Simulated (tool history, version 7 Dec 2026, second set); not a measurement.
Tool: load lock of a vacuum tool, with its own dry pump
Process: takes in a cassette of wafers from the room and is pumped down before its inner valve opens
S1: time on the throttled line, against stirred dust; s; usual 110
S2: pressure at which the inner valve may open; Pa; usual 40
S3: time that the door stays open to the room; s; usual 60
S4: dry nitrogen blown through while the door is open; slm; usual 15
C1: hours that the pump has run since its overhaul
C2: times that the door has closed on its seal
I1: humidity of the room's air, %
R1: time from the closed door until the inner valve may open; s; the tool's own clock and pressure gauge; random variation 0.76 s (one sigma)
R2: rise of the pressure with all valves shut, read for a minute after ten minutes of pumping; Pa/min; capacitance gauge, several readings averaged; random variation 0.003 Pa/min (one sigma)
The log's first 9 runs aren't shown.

Run 10, hour 3045.1: usual settings; C1 4275; C2 4927; I1 51.3. Result: R1 137.5 s, R2 0.068 Pa/min.
Run 11, hour 3411.4: usual settings; C1 4641; C2 6737; I1 46.7. Result: R1 137.7 s, R2 0.075 Pa/min.
Run 12, hour 3650.4: usual settings; C1 4880; C2 7917; I1 44.2. Result: R1 138.1 s, R2 0.08 Pa/min.
Run 13, hour 4096.9: usual settings; C1 5326; C2 10123; I1 49.6. Result: R1 138 s, R2 0.114 Pa/min.
Run 14, hour 4456: usual settings but S4 8 slm; C1 5686; C2 11897; I1 45.5. Result: R1 137.4 s, R2 0.142 Pa/min.
Run 15, hour 4893.2: usual settings but S4 8 slm; C1 6123; C2 14057; I1 49. Result: R1 137.2 s, R2 0.165 Pa/min.
Run 16, hour 5235.7: usual settings; C1 6465; C2 15749; I1 48.7. Result: R1 139.3 s, R2 0.192 Pa/min.
Run 17, hour 5528.1: usual settings; C1 6758; C2 17193; I1 42.7. Result: R1 137.7 s, R2 0.207 Pa/min.
Run 18, hour 5878: usual settings but S2 70 Pa; C1 7108; C2 18922; I1 43.2. Result: R1 136.8 s, R2 0.245 Pa/min.
Run 19, hour 6248.8: usual settings but S2 70 Pa; C1 7478; C2 20754; I1 47.3. Result: R1 136 s, R2 0.28 Pa/min.
Run 20, hour 6707: usual settings but S4 30 slm; C1 7937; C2 23018; I1 46.7. Result: R1 139.3 s, R2 0.334 Pa/min.
Run 21, hour 7158.6: usual settings but S1 56 s, S4 30 slm; C1 8388; C2 25249; I1 41.9. Result: R1 90.6 s, R2 0.372 Pa/min.
Run 22, hour 7588.3: usual settings but S1 56 s, S4 30 slm; C1 8818; C2 27372; I1 43.2. Result: R1 90.9 s, R2 0.41 Pa/min.
Run 23, hour 7908.2: usual settings but S1 88 s, S4 31 slm; C1 9138; C2 28952; I1 46.4. Result: R1 120 s, R2 0.458 Pa/min.
Run 24, hour 8321.6: usual settings but S1 159 s; C1 9551; C2 30995; I1 45.1. Result: R1 183.8 s, R2 0.513 Pa/min.
At hour 8410: door's seal changed, seat wiped.
Run 25, hour 8597.5: usual settings but S1 85 s, S2 67 Pa; C1 9826; C2 926; I1 48.6. Result: R1 114.5 s, R2 0.035 Pa/min.
Run 26, hour 8934.8: usual settings but S1 85 s, S2 67 Pa; C1 10163; C2 2593; I1 45.2. Result: R1 114.5 s, R2 0.035 Pa/min.

The next listed run, before its measurement:
Run 27, hour 9227.5: usual settings but S1 154 s, S2 67 Pa, S3 48 s; C1 10456; C2 4039; I1 46.7. Result: R1 ?, R2 ?.

{"run 27": {"R1": 176.2, "R2": 0.054}}
Without the tool's hidden state the same run would have given R1 173 s, R2 0.03 Pa/min.
